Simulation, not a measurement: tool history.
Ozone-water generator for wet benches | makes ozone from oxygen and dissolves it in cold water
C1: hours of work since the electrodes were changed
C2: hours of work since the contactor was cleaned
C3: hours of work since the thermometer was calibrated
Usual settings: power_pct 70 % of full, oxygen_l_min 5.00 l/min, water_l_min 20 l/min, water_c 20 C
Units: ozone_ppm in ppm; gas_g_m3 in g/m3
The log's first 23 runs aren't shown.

run 24 hour=511.1 | power_pct=45 oxygen_l_min=4.36 water_l_min=14 water_c=21 | C1=1136 C2=277 C3=3481 | ozone_ppm=21.9 gas_g_m3=165.6
run 25 hour=531.3 | power_pct=70 oxygen_l_min=4.20 water_l_min=20 water_c=18 | C1=1149 C2=290 C3=3494 | ozone_ppm=22.9 gas_g_m3=212.5
run 26 hour=555.7 | power_pct=70 oxygen_l_min=4.20 water_l_min=29 water_c=19 | C1=1164 C2=305 C3=3509 | ozone_ppm=17.2 gas_g_m3=214.4
run 27 hour=575.4 | power_pct=44 oxygen_l_min=6.98 water_l_min=20 water_c=20 | C1=1177 C2=318 C3=3522 | ozone_ppm=16.3 gas_g_m3=118.5
run 28 hour=589.7 | power_pct=70 oxygen_l_min=5.00 water_l_min=20 water_c=26 | C1=1186 C2=327 C3=3531 | ozone_ppm=20.3 gas_g_m3=190.0
run 29 hour=618.7 | power_pct=70 oxygen_l_min=3.36 water_l_min=14 water_c=26 | C1=1204 C2=345 C3=3549 | ozone_ppm=27.1 gas_g_m3=248.9
run 30 hour=644.4 | power_pct=57 oxygen_l_min=7.20 water_l_min=14 water_c=16 | C1=1220 C2=361 C3=3565 | ozone_ppm=24.1 gas_g_m3=132.3
run 31 hour=667.1 | power_pct=40 oxygen_l_min=8.02 water_l_min=14 water_c=16 | C1=1234 C2=376 C3=3580 | ozone_ppm=19.4 gas_g_m3=102.9
run 32 hour=683.2 | power_pct=40 oxygen_l_min=8.02 water_l_min=14 water_c=16 | C1=1245 C2=386 C3=3590 | ozone_ppm=19.4 gas_g_m3=102.5
run 33 hour=710.5 | power_pct=53 oxygen_l_min=5.00 water_l_min=20 water_c=16 | C1=1262 C2=403 C3=3607 | ozone_ppm=20.2 gas_g_m3=163.6

4 ways to go on from here, each from the tool as it stands after run 33. What would each give?
run A hour=738.4 | power_pct=53 oxygen_l_min=5.42 water_l_min=32 water_c=16 | C1=1280 C2=421 C3=3625 | ozone_ppm=? gas_g_m3=?
run B hour=738.4 | power_pct=56 oxygen_l_min=5.00 water_l_min=14 water_c=24 | C1=1280 C2=421 C3=3625 | ozone_ppm=? gas_g_m3=?
run C hour=738.4 | power_pct=56 oxygen_l_min=5.00 water_l_min=20 water_c=27 | C1=1280 C2=421 C3=3625 | ozone_ppm=? gas_g_m3=?
run D hour=738.4 | power_pct=44 oxygen_l_min=4.10 water_l_min=15 water_c=20 | C1=1280 C2=421 C3=3625 | ozone_ppm=? gas_g_m3=?

run=A ozone_ppm=14.1 gas_g_m3=155.3
run=B ozone_ppm=23.0 gas_g_m3=167.9
run=C ozone_ppm=17.4 gas_g_m3=169.4
run=D ozone_ppm=21.7 gas_g_m3=169.9
Without the tool's hidden state the same runs would have given:
run=A ozone_ppm=14.1 gas_g_m3=155.3
run=B ozone_ppm=23.0 gas_g_m3=168.0
run=C ozone_ppm=17.4 gas_g_m3=169.5
run=D ozone_ppm=21.7 gas_g_m3=170.0
